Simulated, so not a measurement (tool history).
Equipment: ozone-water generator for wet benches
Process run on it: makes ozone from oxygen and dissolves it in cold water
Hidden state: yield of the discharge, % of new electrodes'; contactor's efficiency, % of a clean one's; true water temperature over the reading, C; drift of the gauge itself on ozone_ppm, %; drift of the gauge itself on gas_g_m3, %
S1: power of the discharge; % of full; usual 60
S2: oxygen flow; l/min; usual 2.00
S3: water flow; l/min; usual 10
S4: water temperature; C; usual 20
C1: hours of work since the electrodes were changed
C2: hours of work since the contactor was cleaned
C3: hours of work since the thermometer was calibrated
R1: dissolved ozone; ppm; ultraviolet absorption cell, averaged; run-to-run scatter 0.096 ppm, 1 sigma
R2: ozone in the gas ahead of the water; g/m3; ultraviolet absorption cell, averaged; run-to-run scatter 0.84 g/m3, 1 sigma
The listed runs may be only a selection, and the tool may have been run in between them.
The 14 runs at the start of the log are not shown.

{"run": 15, "hour": 639.7, "S1": 60, "S2": 2.0, "S3": 10, "S4": 15, "C1": 1188, "C2": 1572, "C3": 1879, "R1": 10.79, "R2": 132.7}
{"run": 16, "hour": 685.4, "S1": 60, "S2": 2.0, "S3": 10, "S4": 15, "C1": 1229, "C2": 1613, "C3": 1920, "R1": 10.7, "R2": 131.5}
{"run": 17, "hour": 736.9, "S1": 64, "S2": 2.0, "S3": 7, "S4": 13, "C1": 1275, "C2": 1659, "C3": 1966, "R1": 16.34, "R2": 138.9}
{"run": 18, "hour": 798.0, "S1": 64, "S2": 2.0, "S3": 7, "S4": 13, "C1": 1330, "C2": 1713, "C3": 2021, "R1": 16.16, "R2": 137.0}
{"run": 19, "hour": 828.5, "S1": 64, "S2": 2.88, "S3": 12, "S4": 13, "C1": 1357, "C2": 1741, "C3": 2048, "R1": 9.93, "R2": 115.2}
{"run": 20, "hour": 885.6, "S1": 60, "S2": 2.0, "S3": 10, "S4": 20, "C1": 1408, "C2": 1792, "C3": 2099, "R1": 10.08, "R2": 130.0}
{"run": 21, "hour": 925.7, "S1": 60, "S2": 2.0, "S3": 10, "S4": 20, "C1": 1443, "C2": 1827, "C3": 2135, "R1": 10.05, "R2": 131.2}
{"hour": 933.1, "done": "contactor cleaned"}
{"run": 22, "hour": 968.6, "S1": 60, "S2": 2.0, "S3": 10, "S4": 20, "C1": 1478, "C2": 32, "C3": 2169, "R1": 9.85, "R2": 129.6}
{"run": 23, "hour": 1002.8, "S1": 60, "S2": 2.0, "S3": 10, "S4": 20, "C1": 1509, "C2": 62, "C3": 2200, "R1": 9.98, "R2": 129.2}
{"run": 24, "hour": 1061.6, "S1": 91, "S2": 2.0, "S3": 10, "S4": 23, "C1": 1561, "C2": 115, "C3": 2253, "R1": 12.92, "R2": 176.7}
{"run": 25, "hour": 1096.0, "S1": 91, "S2": 2.0, "S3": 12, "S4": 13, "C1": 1592, "C2": 146, "C3": 2283, "R1": 11.74, "R2": 176.0}
{"run": 26, "hour": 1126.6, "S1": 91, "S2": 2.0, "S3": 12, "S4": 13, "C1": 1619, "C2": 173, "C3": 2311, "R1": 11.98, "R2": 175.6}
{"hour": 1151.7, "done": "contactor cleaned, once more"}
{"run": 27, "hour": 1191.7, "S1": 91, "S2": 2.0, "S3": 12, "S4": 13, "C1": 1674, "C2": 36, "C3": 2365, "R1": 12.18, "R2": 176.0}
{"run": 28, "hour": 1235.6, "S1": 60, "S2": 2.49, "S3": 10, "S4": 24, "C1": 1713, "C2": 75, "C3": 2404, "R1": 9.71, "R2": 116.0}
{"run": 29, "hour": 1277.2, "S1": 60, "S2": 2.49, "S3": 10, "S4": 24, "C1": 1750, "C2": 112, "C3": 2441, "R1": 9.7, "R2": 117.1}

What will run 30 give?
{"run": 30, "hour": 1322.1, "S1": 60, "S2": 3.48, "S3": 10, "S4": 20, "C1": 1790, "C2": 152, "C3": 2482, "R1": "?", "R2": "?"}

R1: 10.19 ppm
R2: 98.9 g/m3
With the hidden condition absent and the run-to-run variation left alone, this run would have shown R1 10.87 ppm, R2 104.9 g/m3.

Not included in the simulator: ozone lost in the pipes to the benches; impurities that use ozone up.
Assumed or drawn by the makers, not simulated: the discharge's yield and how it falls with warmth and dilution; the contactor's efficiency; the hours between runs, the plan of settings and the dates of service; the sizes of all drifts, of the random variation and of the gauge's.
